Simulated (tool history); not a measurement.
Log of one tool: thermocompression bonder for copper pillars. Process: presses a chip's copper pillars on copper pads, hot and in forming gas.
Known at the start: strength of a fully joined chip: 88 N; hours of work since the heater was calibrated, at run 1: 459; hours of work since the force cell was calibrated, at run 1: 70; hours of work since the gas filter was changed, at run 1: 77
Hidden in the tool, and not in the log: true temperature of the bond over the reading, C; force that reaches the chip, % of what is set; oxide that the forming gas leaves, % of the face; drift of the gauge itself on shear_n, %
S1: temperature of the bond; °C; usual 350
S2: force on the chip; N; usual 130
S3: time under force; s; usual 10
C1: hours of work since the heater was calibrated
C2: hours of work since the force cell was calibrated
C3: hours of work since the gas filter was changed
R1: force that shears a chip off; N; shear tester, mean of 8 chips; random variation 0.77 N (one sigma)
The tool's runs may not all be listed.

Run 1, hour 0: usual settings; C1 459; C2 70; C3 77. Result: R1 57.2 N.
Run 2, hour 6.1: usual settings; C1 463; C2 73; C3 81. Result: R1 58.1 N.
Run 3, hour 16.8: usual settings but S2 83 N; C1 469; C2 80; C3 88. Result: R1 41.9 N.
Run 4, hour 22.3: usual settings but S2 83 N; C1 473; C2 84; C3 92. Result: R1 42.7 N.
Run 5, hour 28.2: usual settings; C1 477; C2 88; C3 96. Result: R1 58.4 N.
Run 6, hour 40.2: usual settings but S1 332 °C; C1 485; C2 96; C3 103. Result: R1 50.4 N.
Run 7, hour 47.6: usual settings but S1 345 °C; C1 489; C2 100; C3 108. Result: R1 56.1 N.
Run 8, hour 53.8: usual settings but S1 345 °C; C1 493; C2 104; C3 112. Result: R1 55.6 N.
Run 9, hour 63: usual settings but S1 345 °C; C1 499; C2 110; C3 118. Result: R1 55.8 N.
Run 10, hour 73.7: usual settings but S1 345 °C; C1 506; C2 117; C3 125. Result: R1 56.7 N.
Run 11, hour 86.2: usual settings; C1 514; C2 125; C3 133. Result: R1 58.1 N.
Run 12, hour 93.8: usual settings; C1 519; C2 130; C3 138. Result: R1 55.8 N.
Run 13, hour 103.1: usual settings; C1 525; C2 136; C3 144. Result: R1 58.5 N.
Run 14, hour 109.6: usual settings but S3 6 s; C1 530; C2 141; C3 149. Result: R1 50.4 N.
Run 15, hour 119.6: usual settings; C1 536; C2 147; C3 155. Result: R1 57.8 N.
At hour 124.8: forming gas filter changed.
Run 16, hour 126.6: usual settings but S1 362 °C, S2 125 N, S3 8 s; C1 540; C2 151; C3 1. Result: R1 57.3 N.
Run 17, hour 138.1: usual settings but S1 331 °C, S2 87 N, S3 22 s; C1 548; C2 159; C3 9. Result: R1 48.8 N.
Run 18, hour 147.4: usual settings but S1 374 °C, S2 87 N, S3 22 s; C1 554; C2 165; C3 15. Result: R1 67.2 N.
Run 19, hour 154.1: usual settings but S1 339 °C, S2 87 N, S3 18 s; C1 558; C2 169; C3 19. Result: R1 48.6 N.
Run 20, hour 165.3: usual settings but S1 339 °C, S2 87 N, S3 18 s; C1 565; C2 176; C3 26. Result: R1 49 N.
Run 21, hour 170.3: usual settings but S1 349 °C, S3 14 s; C1 569; C2 180; C3 30. Result: R1 63.2 N.
Run 22, hour 176.7: usual settings but S1 349 °C, S2 136 N, S3 7 s; C1 573; C2 184; C3 34. Result: R1 53.1 N.
Run 23, hour 183.4: usual settings but S1 349 °C, S2 136 N, S3 7 s; C1 577; C2 188; C3 38. Result: R1 53.6 N.
Run 24, hour 191.6: usual settings but S2 194 N, S3 12 s; C1 582; C2 193; C3 43. Result: R1 73.8 N.
Run 25, hour 198.4: usual settings but S2 194 N, S3 5 s; C1 587; C2 198; C3 48. Result: R1 60.6 N.
Run 26, hour 204.6: usual settings but S2 183 N, S3 21 s; C1 591; C2 202; C3 52. Result: R1 78.4 N.
Run 27, hour 215.3: usual settings but S1 344 °C, S2 169 N, S3 23 s; C1 598; C2 209; C3 59. Result: R1 77.2 N.
Run 28, hour 221.4: usual settings but S2 170 N; C1 602; C2 213; C3 63. Result: R1 67.3 N.
Run 29, hour 230.6: usual settings but S1 348 °C, S3 15 s; C1 608; C2 219; C3 69. Result: R1 64 N.
Run 30, hour 237: usual settings but S1 333 °C, S3 6 s; C1 612; C2 223; C3 73. Result: R1 43.3 N.

Forecast each of these 3 alternatives for the next run:
Run A, hour 244.7: usual settings but S1 338 °C, S2 185 N, S3 6 s; C1 617; C2 228; C3 78. Result: R1 ?.
Run B, hour 244.7: usual settings but S1 330 °C, S2 167 N, S3 22 s; C1 617; C2 228; C3 78. Result: R1 ?.
Run C, hour 244.7: usual settings but S1 354 °C, S2 140 N, S3 12 s; C1 617; C2 228; C3 78. Result: R1 ?.

run    R1
  A  58.7
  B  70.7
  C  65.4
Without the tool's hidden state the same runs would have given:
run    R1
  A  58.7
  B  70.8
  C  65.5
